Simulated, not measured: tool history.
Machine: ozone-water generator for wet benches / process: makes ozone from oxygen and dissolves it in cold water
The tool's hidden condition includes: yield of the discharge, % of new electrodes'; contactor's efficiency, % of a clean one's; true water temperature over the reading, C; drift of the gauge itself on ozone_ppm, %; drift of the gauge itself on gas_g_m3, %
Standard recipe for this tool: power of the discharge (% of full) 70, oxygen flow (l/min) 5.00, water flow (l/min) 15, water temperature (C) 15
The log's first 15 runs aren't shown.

run	hour	power of the discharge (% of full)	oxygen flow (l/min)	water flow (l/min)	water temperature (C)	hours of work since the electrodes were changed	hours of work since the contactor was cleaned	hours of work since the thermometer was calibrated	dissolved ozone (ppm)	ozone in the gas ahead of the water (g/m3)
16	963.8	70	5.00	11	15	3164	3475	1780	18.1	150.9
17	1012.3	70	5.00	11	15	3209	3520	1826	17.9	152.8
18	1061.8	70	5.00	19	14	3255	3567	1872	11.8	150.6
19	1112.7	78	2.75	15	17	3303	3614	1919	14.0	220.7
20	1181.7	78	7.79	15	9	3367	3678	1983	16.0	126.4
21	1229.1	59	6.86	15	15	3411	3722	2027	13.0	119.2
# hour 1233.7: water thermometer calibrated
22	1308.5	97	6.86	15	11	3485	3796	70	17.0	148.4
23	1391.7	56	3.70	11	9	3562	3873	147	17.6	160.0
24	1426.5	82	3.37	14	9	3594	3906	180	16.6	199.7
25	1475.6	82	3.37	14	9	3640	3951	225	16.8	198.1
26	1541.4	70	4.21	12	19	3701	4012	286	15.5	164.1
# hour 1582.0: water thermometer calibrated, once more
27	1592.2	70	4.21	12	19	3748	4059	10	15.7	163.7
28	1669.3	70	5.00	23	16	3820	4131	81	9.3	149.2
29	1713.5	70	5.00	23	16	3861	4172	122	9.5	149.3
30	1760.1	77	5.00	16	16	3904	4216	166	13.5	155.4
31	1832.0	84	7.12	11	9	3971	4282	233	20.2	134.9
# hour 1846.4: contactor cleaned
32	1875.8	43	4.50	14	21	4008	27	270	10.8	123.6
33	1928.8	43	4.50	14	21	4058	77	319	11.0	124.3

4 ways to go on from here, each from the tool as it stands after run 33. What would each give?
A	1989.4	43	4.50	14	13	4114	133	375	?	?
B	1989.4	70	5.59	15	19	4114	133	375	?	?
C	1989.4	70	5.00	19	15	4114	133	375	?	?
D	1989.4	43	4.50	19	21	4114	133	375	?	?

run	dissolved ozone (ppm)	ozone in the gas ahead of the water (g/m3)
A	12.3	124.2
B	13.1	138.7
C	11.6	146.2
D	8.4	124.7
Stripped of hidden state, with their random variation kept, the same runs would have yielded:
run	dissolved ozone (ppm)	ozone in the gas ahead of the water (g/m3)
A	13.7	137.9
B	15.2	159.2
C	13.5	167.8
D	9.4	138.4
